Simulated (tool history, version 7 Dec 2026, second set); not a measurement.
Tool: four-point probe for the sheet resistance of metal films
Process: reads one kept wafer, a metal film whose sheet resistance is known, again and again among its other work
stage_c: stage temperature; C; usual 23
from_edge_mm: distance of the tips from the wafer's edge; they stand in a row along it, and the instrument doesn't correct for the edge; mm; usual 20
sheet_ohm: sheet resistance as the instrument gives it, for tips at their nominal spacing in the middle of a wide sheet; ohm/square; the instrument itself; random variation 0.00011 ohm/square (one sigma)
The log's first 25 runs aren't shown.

| run | day | stage_c | from_edge_mm | touches since the probe head was changed | hours of work since the stage's thermometer was calibrated | sheet_ohm |
|---|---|---|---|---|---|---|
| 26 | 100.062 | 23 | 27 | 61968 | 520 | 0.52828 |
| 27 | 103.083 | 20 | 23 | 64023 | 554 | 0.527693 |
| 28 | 106.221 | 27 | 4 | 66158 | 589 | 0.536491 |
| 29 | 110.983 | 27 | 4 | 69398 | 643 | 0.536557 |
| 30 | 115.346 | 22 | 24 | 72365 | 693 | 0.528432 |
| 31 | 118.029 | 26 | 48 | 74191 | 723 | 0.529505 |
| 32 | 122.396 | 27 | 5 | 77162 | 772 | 0.534241 |
| 33 | 127.088 | 21 | 20 | 80351 | 825 | 0.528642 |
| 34 | 131.429 | 19 | 39 | 83305 | 874 | 0.527996 |
| 35 | 134.4 | 34 | 5 | 85327 | 908 | 0.536426 |
| 36 | 137.496 | 22 | 32 | 87433 | 943 | 0.529022 |
| 37 | 139.967 | 22 | 55 | 89115 | 971 | 0.529033 |
| 38 | 143.521 | 28 | 4 | 91532 | 1011 | 0.537675 |
| 39 | 147.433 | 34 | 5 | 94194 | 1055 | 0.536875 |
| 40 | 152.408 | 34 | 5 | 97578 | 1112 | 0.536956 |
| 41 | 156.888 | 20 | 3 | 100624 | 1162 | 0.541343 |
| 42 | 161.417 | 20 | 3 | 103706 | 1213 | 0.541549 |
| 43 | 164.917 | 20 | 3 | 106086 | 1253 | 0.541628 |
| 44 | 169.717 | 23 | 13 | 109352 | 1307 | 0.530703 |
| 45 | 172.262 | 23 | 13 | 111083 | 1336 | 0.530843 |
| 46 | 177.233 | 21 | 10 | 114466 | 1392 | 0.530878 |

3 ways to go on from here, each from the tool as it stands after run 46. What would each give?
| A | 181.829 | 27 | 20 | 117590 | 1444 | ? |
| B | 181.829 | 26 | 10 | 117590 | 1444 | ? |
| C | 181.829 | 21 | 21 | 117590 | 1444 | ? |

| run | sheet_ohm |
|---|---|
| A | 0.531772 |
| B | 0.53247 |
| C | 0.529888 |
Without the tool's hidden state the same runs would have given:
| run | sheet_ohm |
|---|---|
| A | 0.527411 |
| B | 0.528102 |
| C | 0.525528 |
